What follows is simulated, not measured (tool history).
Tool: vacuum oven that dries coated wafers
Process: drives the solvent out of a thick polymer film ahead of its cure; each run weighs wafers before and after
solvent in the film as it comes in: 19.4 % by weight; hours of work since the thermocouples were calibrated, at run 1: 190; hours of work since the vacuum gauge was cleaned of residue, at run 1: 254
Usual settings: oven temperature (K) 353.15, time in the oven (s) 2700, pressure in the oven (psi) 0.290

| run | hour | oven temperature (K) | time in the oven (s) | pressure in the oven (psi) | hours of work since the thermocouples were calibrated | hours of work since the vacuum gauge was cleaned of residue | solvent left in the film (%) |
|---|---|---|---|---|---|---|---|
| 1 | 0.0 | 353.15 | 2700 | 0.290 | 190 | 254 | 1.47 |
| 2 | 43.9 | 353.15 | 2700 | 0.290 | 208 | 273 | 1.48 |
| 3 | 89.8 | 353.15 | 2700 | 0.290 | 227 | 292 | 1.45 |
| 4 | 124.1 | 353.15 | 2700 | 0.290 | 242 | 306 | 1.42 |
| 5 | 171.3 | 353.15 | 2700 | 0.290 | 261 | 326 | 1.43 |
| 6 | 223.2 | 353.15 | 2700 | 0.290 | 283 | 347 | 1.44 |
| 7 | 256.3 | 353.15 | 2700 | 0.290 | 297 | 361 | 1.42 |
| 8 | 281.9 | 353.15 | 2700 | 0.290 | 307 | 372 | 1.43 |
| 9 | 305.3 | 353.15 | 2700 | 0.453 | 317 | 381 | 1.69 |
| 10 | 334.1 | 353.15 | 2700 | 0.453 | 329 | 393 | 1.72 |
| 11 | 378.5 | 353.15 | 2700 | 0.290 | 347 | 412 | 1.40 |
| 12 | 414.7 | 353.15 | 2700 | 0.290 | 363 | 427 | 1.41 |
| 13 | 448.8 | 353.15 | 2700 | 0.290 | 377 | 441 | 1.40 |
| 14 | 485.6 | 353.15 | 2700 | 0.290 | 392 | 456 | 1.36 |
| 15 | 537.8 | 353.15 | 2700 | 0.329 | 414 | 478 | 1.45 |
| 16 | 558.9 | 353.15 | 2700 | 0.329 | 423 | 487 | 1.44 |
|  | 565.5 | oven's thermocouples calibrated |
| 17 | 582.7 | 353.15 | 2700 | 0.290 | 7 | 496 | 1.34 |
| 18 | 608.6 | 353.15 | 2700 | 0.290 | 18 | 507 | 1.37 |
| 19 | 634.9 | 353.15 | 2700 | 0.290 | 29 | 517 | 1.34 |
| 20 | 675.5 | 347.15 | 1920 | 0.194 | 46 | 534 | 4.54 |
| 21 | 696.6 | 347.15 | 1980 | 0.194 | 55 | 543 | 4.36 |
|  | 732.9 | oven's thermocouples calibrated, once more |
| 22 | 749.0 | 347.15 | 1980 | 0.194 | 7 | 564 | 4.75 |
| 23 | 782.4 | 347.15 | 1980 | 0.194 | 21 | 578 | 4.80 |
| 24 | 825.2 | 347.15 | 1980 | 0.194 | 38 | 596 | 4.79 |
| 25 | 873.5 | 365.15 | 2700 | 0.193 | 58 | 616 | 0.29 |
| 26 | 920.8 | 362.15 | 2160 | 0.643 | 78 | 635 | 1.08 |

Run 27 comes next. What will it give?
| 27 | 947.8 | 355.15 | 2280 | 0.906 | 89 | 647 | ? |

solvent left in the film (%): 2.50
Without the tool's hidden state the same run would have given solvent left in the film (%) 2.44.

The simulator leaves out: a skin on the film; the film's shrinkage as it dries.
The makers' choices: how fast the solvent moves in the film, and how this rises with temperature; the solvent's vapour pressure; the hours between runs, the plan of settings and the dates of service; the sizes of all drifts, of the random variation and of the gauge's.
